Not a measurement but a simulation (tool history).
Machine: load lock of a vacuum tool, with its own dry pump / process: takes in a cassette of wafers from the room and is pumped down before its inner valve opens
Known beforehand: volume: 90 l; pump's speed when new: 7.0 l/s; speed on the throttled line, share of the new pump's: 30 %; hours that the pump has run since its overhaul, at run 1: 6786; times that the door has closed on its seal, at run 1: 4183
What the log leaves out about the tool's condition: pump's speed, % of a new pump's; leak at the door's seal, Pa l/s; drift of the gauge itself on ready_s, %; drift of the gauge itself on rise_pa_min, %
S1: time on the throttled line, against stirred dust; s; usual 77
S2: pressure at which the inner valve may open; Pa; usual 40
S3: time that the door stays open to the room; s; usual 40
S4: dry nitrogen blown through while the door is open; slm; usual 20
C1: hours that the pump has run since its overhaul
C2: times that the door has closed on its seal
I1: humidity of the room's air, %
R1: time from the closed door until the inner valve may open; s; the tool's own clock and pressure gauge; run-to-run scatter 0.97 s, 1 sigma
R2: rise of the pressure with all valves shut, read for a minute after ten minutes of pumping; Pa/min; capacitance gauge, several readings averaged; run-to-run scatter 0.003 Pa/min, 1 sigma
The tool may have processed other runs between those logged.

{"run": 1, "hour": 0.0, "S1": 77, "S2": 40, "S3": 40, "S4": 20, "C1": 6786, "C2": 4183, "I1": 46.4, "R1": 162.3, "R2": 0.075}
{"run": 2, "hour": 169.2, "S1": 77, "S2": 40, "S3": 40, "S4": 20, "C1": 6956, "C2": 4883, "I1": 42.9, "R1": 163.4, "R2": 0.077}
{"run": 3, "hour": 500.3, "S1": 131, "S2": 40, "S3": 40, "S4": 20, "C1": 7287, "C2": 6253, "I1": 43.3, "R1": 198.6, "R2": 0.104}
{"run": 4, "hour": 687.5, "S1": 131, "S2": 40, "S3": 40, "S4": 16, "C1": 7474, "C2": 7028, "I1": 45.5, "R1": 198.8, "R2": 0.121}
{"run": 5, "hour": 944.4, "S1": 131, "S2": 32, "S3": 40, "S4": 16, "C1": 7731, "C2": 8090, "I1": 44.1, "R1": 205, "R2": 0.13}
{"run": 6, "hour": 1227.1, "S1": 131, "S2": 32, "S3": 40, "S4": 16, "C1": 8014, "C2": 9260, "I1": 50, "R1": 202.7, "R2": 0.162}
{"run": 7, "hour": 1400.1, "S1": 77, "S2": 42, "S3": 40, "S4": 20, "C1": 8186, "C2": 9976, "I1": 42.2, "R1": 164, "R2": 0.162}
{"run": 8, "hour": 1736.8, "S1": 77, "S2": 42, "S3": 40, "S4": 20, "C1": 8523, "C2": 11369, "I1": 44.5, "R1": 163.5, "R2": 0.196}
{"run": 9, "hour": 2052.8, "S1": 77, "S2": 40, "S3": 40, "S4": 20, "C1": 8839, "C2": 12677, "I1": 43.7, "R1": 166.4, "R2": 0.225}
{"run": 10, "hour": 2371.1, "S1": 77, "S2": 40, "S3": 40, "S4": 7, "C1": 9157, "C2": 13994, "I1": 43.6, "R1": 166.8, "R2": 0.265}
{"run": 11, "hour": 2552.7, "S1": 77, "S2": 40, "S3": 40, "S4": 7, "C1": 9339, "C2": 14745, "I1": 43.3, "R1": 165.7, "R2": 0.282}
{"run": 12, "hour": 2829.7, "S1": 77, "S2": 40, "S3": 40, "S4": 7, "C1": 9616, "C2": 15891, "I1": 46.6, "R1": 166.9, "R2": 0.315}
{"run": 13, "hour": 3117.6, "S1": 77, "S2": 40, "S3": 40, "S4": 20, "C1": 9904, "C2": 17083, "I1": 40.7, "R1": 168.5, "R2": 0.342}
{"run": 14, "hour": 3383.5, "S1": 77, "S2": 40, "S3": 40, "S4": 20, "C1": 10170, "C2": 18183, "I1": 45, "R1": 167.1, "R2": 0.385}
{"run": 15, "hour": 3753.7, "S1": 77, "S2": 40, "S3": 40, "S4": 20, "C1": 10540, "C2": 19715, "I1": 46.6, "R1": 168.2, "R2": 0.439}
{"run": 16, "hour": 4138.8, "S1": 77, "S2": 40, "S3": 40, "S4": 20, "C1": 10925, "C2": 21308, "I1": 44.6, "R1": 170, "R2": 0.499}
{"run": 17, "hour": 4477.7, "S1": 77, "S2": 40, "S3": 40, "S4": 20, "C1": 11264, "C2": 22711, "I1": 45.5, "R1": 169.1, "R2": 0.546}
{"run": 18, "hour": 4726.9, "S1": 77, "S2": 40, "S3": 40, "S4": 20, "C1": 11513, "C2": 23742, "I1": 46.1, "R1": 169.7, "R2": 0.594}
{"run": 19, "hour": 4899.9, "S1": 77, "S2": 40, "S3": 40, "S4": 20, "C1": 11686, "C2": 24457, "I1": 45.2, "R1": 171.8, "R2": 0.621}
{"run": 20, "hour": 5242.6, "S1": 77, "S2": 40, "S3": 37, "S4": 4, "C1": 12029, "C2": 25875, "I1": 42.4, "R1": 170.8, "R2": 0.673}
{"run": 21, "hour": 5488.0, "S1": 152, "S2": 30, "S3": 39, "S4": 44, "C1": 12274, "C2": 26891, "I1": 45.4, "R1": 227.3, "R2": 0.726}
{"hour": 5553.4, "done": "door's seal changed, seat wiped"}
{"run": 22, "hour": 5676.5, "S1": 152, "S2": 30, "S3": 39, "S4": 44, "C1": 12461, "C2": 510, "I1": 41.9, "R1": 223.8, "R2": 0.009}
{"run": 23, "hour": 5862.7, "S1": 152, "S2": 30, "S3": 39, "S4": 44, "C1": 12648, "C2": 1280, "I1": 48.4, "R1": 223, "R2": 0.028}
{"run": 24, "hour": 6242.7, "S1": 49, "S2": 29, "S3": 40, "S4": 9, "C1": 13028, "C2": 2852, "I1": 45.9, "R1": 161, "R2": 0.046}
{"run": 25, "hour": 6539.4, "S1": 49, "S2": 40, "S3": 40, "S4": 20, "C1": 13324, "C2": 4080, "I1": 45, "R1": 153.2, "R2": 0.058}
{"run": 26, "hour": 6765.6, "S1": 49, "S2": 40, "S3": 40, "S4": 20, "C1": 13551, "C2": 5016, "I1": 45.7, "R1": 155.6, "R2": 0.072}
{"run": 27, "hour": 6992.6, "S1": 57, "S2": 44, "S3": 54, "S4": 13, "C1": 13777, "C2": 5955, "I1": 42.9, "R1": 162.4, "R2": 0.093}
{"run": 28, "hour": 7327.9, "S1": 148, "S2": 44, "S3": 54, "S4": 13, "C1": 14113, "C2": 7343, "I1": 45.3, "R1": 217.7, "R2": 0.11}
{"run": 29, "hour": 7638.1, "S1": 54, "S2": 42, "S3": 156, "S4": 5, "C1": 14423, "C2": 8626, "I1": 48.3, "R1": 161.1, "R2": 0.178}
{"run": 30, "hour": 7988.9, "S1": 54, "S2": 42, "S3": 156, "S4": 5, "C1": 14774, "C2": 10078, "I1": 44.1, "R1": 160.7, "R2": 0.196}
{"run": 31, "hour": 8323.3, "S1": 41, "S2": 35, "S3": 31, "S4": 6, "C1": 15108, "C2": 11462, "I1": 43.8, "R1": 156.7, "R2": 0.196}
{"run": 32, "hour": 8638.7, "S1": 41, "S2": 35, "S3": 31, "S4": 6, "C1": 15424, "C2": 12767, "I1": 46.6, "R1": 157.9, "R2": 0.221}
{"run": 33, "hour": 8819.3, "S1": 41, "S2": 35, "S3": 31, "S4": 6, "C1": 15604, "C2": 13514, "I1": 43.1, "R1": 156.7, "R2": 0.233}
{"run": 34, "hour": 9009.9, "S1": 41, "S2": 35, "S3": 31, "S4": 6, "C1": 15795, "C2": 14303, "I1": 45.7, "R1": 158.4, "R2": 0.259}
{"hour": 9324.7, "done": "dry pump taken out, an overhauled one fitted"}
{"run": 35, "hour": 9394.0, "S1": 41, "S2": 35, "S3": 31, "S4": 6, "C1": 69, "C2": 15867, "I1": 46.3, "R1": 132.1, "R2": 0.291}
{"run": 36, "hour": 9677.6, "S1": 41, "S2": 35, "S3": 31, "S4": 6, "C1": 353, "C2": 17041, "I1": 46.8, "R1": 132.6, "R2": 0.322}
{"run": 37, "hour": 9853.3, "S1": 80, "S2": 31, "S3": 144, "S4": 4, "C1": 529, "C2": 17768, "I1": 44.8, "R1": 163, "R2": 0.374}
{"run": 38, "hour": 10169.8, "S1": 44, "S2": 40, "S3": 37, "S4": 26, "C1": 845, "C2": 19077, "I1": 46.3, "R1": 134.5, "R2": 0.376}

Below are 3 alternative next runs, each starting from the tool's condition after run 38. Predict each:
{"run": "A", "hour": 10514.3, "S1": 47, "S2": 40, "S3": 40, "S4": 20, "C1": 1190, "C2": 20503, "I1": 42.9, "R1": "?", "R2": "?"}
{"run": "B", "hour": 10514.3, "S1": 44, "S2": 34, "S3": 223, "S4": 5, "C1": 1190, "C2": 20503, "I1": 46, "R1": "?", "R2": "?"}
{"run": "C", "hour": 10514.3, "S1": 76, "S2": 31, "S3": 34, "S4": 20, "C1": 1190, "C2": 20503, "I1": 45.5, "R1": "?", "R2": "?"}

run=A R1=134.5 R2=0.427
run=B R1=135.7 R2=0.494
run=C R1=160.3 R2=0.425
The same runs, with their run-to-run variation unchanged, on a tool lacking any hidden condition would have given:
run=A R1=132.2 R2=0.015
run=B R1=133.3 R2=0.072
run=C R1=157.9 R2=0.007

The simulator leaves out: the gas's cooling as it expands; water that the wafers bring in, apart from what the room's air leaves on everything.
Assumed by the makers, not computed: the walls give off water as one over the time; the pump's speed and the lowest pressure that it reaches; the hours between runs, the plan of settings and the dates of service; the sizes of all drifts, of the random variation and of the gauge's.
